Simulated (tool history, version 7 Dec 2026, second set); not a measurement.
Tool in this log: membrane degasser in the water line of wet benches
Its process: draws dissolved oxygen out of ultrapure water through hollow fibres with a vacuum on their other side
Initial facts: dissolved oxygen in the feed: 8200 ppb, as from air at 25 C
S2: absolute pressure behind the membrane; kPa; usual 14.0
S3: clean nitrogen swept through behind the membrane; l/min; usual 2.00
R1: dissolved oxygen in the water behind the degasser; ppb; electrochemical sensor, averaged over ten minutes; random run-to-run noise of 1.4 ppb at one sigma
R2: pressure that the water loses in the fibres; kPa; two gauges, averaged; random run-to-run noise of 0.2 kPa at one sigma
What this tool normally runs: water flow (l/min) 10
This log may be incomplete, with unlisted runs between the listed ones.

run 1 hour=0.0 | water_flow_(l/min)=10 S2=14.0 S3=2.00 | R1=138.8 R2=45.78
run 2 hour=128.4 | water_flow_(l/min)=10 S2=14.0 S3=2.00 | R1=139.1 R2=45.87
run 3 hour=265.4 | water_flow_(l/min)=10 S2=14.0 S3=2.00 | R1=138.5 R2=45.59
run 4 hour=382.7 | water_flow_(l/min)=10 S2=14.0 S3=2.00 | R1=141.2 R2=45.32
run 5 hour=498.7 | water_flow_(l/min)=10 S2=30.2 S3=2.00 | R1=326.6 R2=45.44
run 6 hour=665.7 | water_flow_(l/min)=10 S2=19.9 S3=2.00 | R1=213.1 R2=45.61
run 7 hour=772.2 | water_flow_(l/min)=10 S2=19.9 S3=2.00 | R1=208.8 R2=45.27
run 8 hour=951.0 | water_flow_(l/min)=10 S2=24.4 S3=2.00 | R1=259.8 R2=45.82
run 9 hour=1090.5 | water_flow_(l/min)=9 S2=14.0 S3=2.00 | R1=123.1 R2=40.60
run 10 hour=1193.2 | water_flow_(l/min)=10 S2=34.6 S3=2.00 | R1=378.9 R2=44.91
run 11 hour=1304.2 | water_flow_(l/min)=10 S2=34.6 S3=2.00 | R1=374.9 R2=45.21
run 12 hour=1405.1 | water_flow_(l/min)=10 S2=34.6 S3=2.00 | R1=369.1 R2=44.97
run 13 hour=1517.2 | water_flow_(l/min)=10 S2=34.6 S3=2.00 | R1=381.1 R2=45.12
run 14 hour=1631.8 | water_flow_(l/min)=7 S2=29.2 S3=2.00 | R1=221.8 R2=31.50
run 15 hour=1808.3 | water_flow_(l/min)=12 S2=17.4 S3=5.04 | R1=100.8 R2=54.27
run 16 hour=1924.2 | water_flow_(l/min)=12 S2=17.4 S3=5.04 | R1=101.4 R2=54.14
run 17 hour=2053.9 | water_flow_(l/min)=15 S2=10.2 S3=1.35 | R1=217.1 R2=67.19
run 18 hour=2155.5 | water_flow_(l/min)=7 S2=23.6 S3=4.87 | R1=75.7 R2=31.33
run 19 hour=2262.0 | water_flow_(l/min)=7 S2=23.6 S3=4.87 | R1=73.7 R2=31.35
run 20 hour=2346.9 | water_flow_(l/min)=13 S2=13.0 S3=3.17 | R1=120.6 R2=58.79
run 21 hour=2449.8 | water_flow_(l/min)=6 S2=9.0 S3=1.75 | R1=50.5 R2=26.96
run 22 hour=2558.4 | water_flow_(l/min)=6 S2=9.0 S3=1.75 | R1=50.7 R2=27.09
-- hour=2644.2 membrane cartridge changed
run 23 hour=2691.4 | water_flow_(l/min)=14 S2=14.0 S3=2.85 | R1=158.3 R2=62.99
run 24 hour=2817.8 | water_flow_(l/min)=6 S2=15.9 S3=2.53 | R1=75.1 R2=27.18
run 25 hour=2955.3 | water_flow_(l/min)=6 S2=11.2 S3=3.33 | R1=37.9 R2=26.89
run 26 hour=3075.9 | water_flow_(l/min)=8 S2=20.6 S3=5.06 | R1=74.1 R2=35.61

Here are 5 independent what-if runs from the current tool condition. What would each one return?
run A hour=3203.4 | water_flow_(l/min)=10 S2=21.9 S3=1.43 | R1=? R2=?
run B hour=3203.4 | water_flow_(l/min)=14 S2=15.3 S3=2.00 | R1=? R2=?
run C hour=3203.4 | water_flow_(l/min)=7 S2=15.5 S3=0.86 | R1=? R2=?
run D hour=3203.4 | water_flow_(l/min)=14 S2=14.0 S3=4.89 | R1=? R2=?
run E hour=3203.4 | water_flow_(l/min)=8 S2=21.8 S3=1.09 | R1=? R2=?

run=A R1=312.8 R2=44.87
run=B R1=225.6 R2=62.26
run=C R1=242.5 R2=31.39
run=D R1=102.2 R2=63.05
run=E R1=319.4 R2=35.91
Stripped of hidden state, with their random variation kept, the same runs would have yielded:
run=A R1=312.6 R2=45.70
run=B R1=225.5 R2=63.42
run=C R1=242.3 R2=31.97
run=D R1=102.2 R2=64.22
run=E R1=319.1 R2=36.57

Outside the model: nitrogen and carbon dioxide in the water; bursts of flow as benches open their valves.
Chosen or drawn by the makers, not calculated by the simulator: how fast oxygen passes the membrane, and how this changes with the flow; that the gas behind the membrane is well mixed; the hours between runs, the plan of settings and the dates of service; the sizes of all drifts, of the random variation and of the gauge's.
